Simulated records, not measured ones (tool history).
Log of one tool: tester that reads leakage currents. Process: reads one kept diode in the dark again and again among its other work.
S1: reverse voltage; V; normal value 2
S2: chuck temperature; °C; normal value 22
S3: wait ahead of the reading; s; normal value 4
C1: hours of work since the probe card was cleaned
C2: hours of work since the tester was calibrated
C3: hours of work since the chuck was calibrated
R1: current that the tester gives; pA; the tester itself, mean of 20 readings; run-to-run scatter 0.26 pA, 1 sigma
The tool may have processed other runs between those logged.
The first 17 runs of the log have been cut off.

Run 18, day 83.988: usual settings but S1 13.47 V; C1 114; C2 3891; C3 599. Result: R1 225.67 pA.
Run 19, day 89.671: usual settings but S1 13.47 V; C1 205; C2 3982; C3 690. Result: R1 221.99 pA.
At day 92.808: chuck's temperature calibrated.
Run 20, day 92.808: usual settings but S1 13.47 V; C1 254; C2 4031; C3 0. Result: R1 257.75 pA.
Run 21, day 97.225: usual settings but S1 13.47 V; C1 325; C2 4102; C3 71. Result: R1 255.62 pA.
Run 22, day 102.7: usual settings but S1 9.46 V, S3 6.31 s; C1 413; C2 4189; C3 159. Result: R1 205 pA.
Run 23, day 109.533: usual settings but S1 10.63 V, S2 33 °C, S3 0.47 s; C1 522; C2 4299; C3 268. Result: R1 553.59 pA.
Run 24, day 115.258: usual settings but S1 10.63 V, S2 47 °C, S3 1.45 s; C1 614; C2 4390; C3 360. Result: R1 1637.45 pA.
Run 25, day 121.525: usual settings but S1 17.21 V, S2 26 °C, S3 2.63 s; C1 714; C2 4491; C3 460. Result: R1 387.87 pA.
At day 123.421: tester calibrated.
Run 26, day 127.942: usual settings but S1 2.39 V, S2 45 °C, S3 1.52 s; C1 816; C2 72; C3 562. Result: R1 574.39 pA.
Run 27, day 134.15: usual settings but S1 2.39 V, S2 45 °C, S3 1.52 s; C1 915; C2 172; C3 661. Result: R1 565.77 pA.
Run 28, day 138.088: usual settings but S1 5.22 V, S2 43 °C, S3 0.59 s; C1 978; C2 235; C3 724. Result: R1 747.8 pA.
At day 139.254: chuck's temperature calibrated.
Run 29, day 145.133: usual settings but S1 5.22 V, S2 43 °C, S3 0.59 s; C1 1090; C2 347; C3 94. Result: R1 844.66 pA.
Run 30, day 148.217: usual settings but S1 3.15 V, S2 43 °C, S3 5.51 s; C1 1139; C2 396; C3 144. Result: R1 628.31 pA.
Run 31, day 154.621: usual settings but S1 3.15 V, S2 43 °C, S3 5.51 s; C1 1242; C2 499; C3 246. Result: R1 616.34 pA.
Run 32, day 161.217: usual settings but S1 3.15 V, S2 43 °C, S3 5.51 s; C1 1348; C2 604; C3 352. Result: R1 607.11 pA.
Run 33, day 165.321: usual settings but S2 54 °C, S3 1.73 s; C1 1414; C2 670; C3 418. Result: R1 1051.36 pA.
Run 34, day 172.604: usual settings but S2 23 °C; C1 1530; C2 787; C3 534. Result: R1 86.87 pA.
Run 35, day 177.133: usual settings but S1 2.31 V, S2 23 °C, S3 0.33 s; C1 1603; C2 859; C3 607. Result: R1 93.44 pA.
Run 36, day 182.183: usual settings but S1 5.75 V, S2 29 °C, S3 0.55 s; C1 1684; C2 940; C3 688. Result: R1 260.89 pA.
At day 185.317: chuck's temperature calibrated.
Run 37, day 185.871: usual settings but S1 5.75 V, S2 29 °C, S3 0.55 s; C1 1742; C2 998; C3 9. Result: R1 296.96 pA.
Run 38, day 191.258: usual settings but S1 5.75 V, S2 29 °C, S3 0.55 s; C1 1828; C2 1084; C3 95. Result: R1 292.16 pA.
Run 39, day 194.375: usual settings but S1 1.15 V, S2 26 °C, S3 1.66 s; C1 1878; C2 1134; C3 145. Result: R1 88.99 pA.

Alternative continuations, all from the tool just after run 39; predict every row:
Run A, day 198.608: usual settings but S1 13.89 V, S2 26 °C, S3 1.66 s; C1 1946; C2 1202; C3 213. Result: R1 ?.
Run B, day 198.608: usual settings but S1 1.15 V, S2 26 °C, S3 0.43 s; C1 1946; C2 1202; C3 213. Result: R1 ?.
Run C, day 198.608: usual settings but S2 44 °C, S3 8.94 s; C1 1946; C2 1202; C3 213. Result: R1 ?.

run      R1
  A  375.34
  B   87.19
  C  517.43
Had the tool no hidden state, the same runs would have come out as:
run      R1
  A  373.16
  B   89.41
  C  534.18

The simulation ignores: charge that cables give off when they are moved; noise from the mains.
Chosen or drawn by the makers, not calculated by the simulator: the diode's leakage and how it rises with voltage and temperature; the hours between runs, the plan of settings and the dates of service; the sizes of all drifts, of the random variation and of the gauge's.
